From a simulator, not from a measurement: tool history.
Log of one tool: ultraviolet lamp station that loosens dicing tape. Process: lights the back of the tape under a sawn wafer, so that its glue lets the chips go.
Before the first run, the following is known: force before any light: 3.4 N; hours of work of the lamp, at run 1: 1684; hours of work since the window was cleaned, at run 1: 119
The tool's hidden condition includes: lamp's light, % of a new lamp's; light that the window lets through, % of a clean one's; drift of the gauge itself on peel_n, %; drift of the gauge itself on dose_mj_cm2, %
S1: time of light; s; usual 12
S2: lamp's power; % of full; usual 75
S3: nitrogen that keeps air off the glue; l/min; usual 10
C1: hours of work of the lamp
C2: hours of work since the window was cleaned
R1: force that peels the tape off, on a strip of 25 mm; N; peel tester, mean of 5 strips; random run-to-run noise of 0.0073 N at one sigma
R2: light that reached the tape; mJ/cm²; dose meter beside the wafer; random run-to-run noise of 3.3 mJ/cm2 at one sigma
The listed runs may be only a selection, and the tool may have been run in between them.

| run | hour | S1 | S2 | S3 | C1 | C2 | R1 | R2 |
|---|---|---|---|---|---|---|---|---|
| 1 | 0.0 | 12 | 75 | 10 | 1684 | 119 | 0.434 | 323 |
|  | 42.7 | lamp changed |
| 2 | 58.1 | 12 | 75 | 10 | 9 | 154 | 0.279 | 491 |
| 3 | 107.3 | 12 | 75 | 10 | 39 | 184 | 0.276 | 479 |
| 4 | 150.3 | 12 | 75 | 10 | 65 | 210 | 0.283 | 472 |
| 5 | 230.7 | 12 | 75 | 10 | 114 | 258 | 0.285 | 465 |
|  | 257.6 | window cleaned of glue's vapour |
| 6 | 296.8 | 12 | 75 | 10 | 153 | 24 | 0.309 | 424 |
| 7 | 359.0 | 12 | 75 | 10 | 191 | 61 | 0.315 | 420 |
| 8 | 427.7 | 12 | 75 | 10 | 232 | 103 | 0.335 | 410 |
| 9 | 482.1 | 14 | 75 | 10 | 265 | 136 | 0.293 | 469 |
| 10 | 548.4 | 14 | 67 | 10 | 305 | 176 | 0.346 | 412 |
|  | 599.3 | window cleaned of glue's vapour, once more |
| 11 | 620.4 | 14 | 67 | 10 | 348 | 13 | 0.274 | 501 |
| 12 | 659.7 | 12 | 84 | 6 | 372 | 36 | 0.307 | 532 |
| 13 | 742.3 | 7 | 75 | 7 | 422 | 86 | 0.672 | 269 |
| 14 | 830.2 | 14 | 88 | 10 | 475 | 139 | 0.248 | 612 |
| 15 | 890.0 | 15 | 84 | 8 | 511 | 176 | 0.248 | 607 |
| 16 | 944.5 | 9 | 86 | 6 | 544 | 208 | 0.478 | 367 |
| 17 | 1026.5 | 12 | 75 | 13 | 593 | 258 | 0.286 | 421 |

What will run 18 give?
|  | 1058.0 | window cleaned of glue's vapour |
| 18 | 1085.0 | 16 | 62 | 18 | 629 | 16 | ? | ? |

Run 18 gave R1 0.252 N, R2 488 mJ/cm².
Without the tool's hidden state the same run would have given R1 0.240 N, R2 570 mJ/cm².
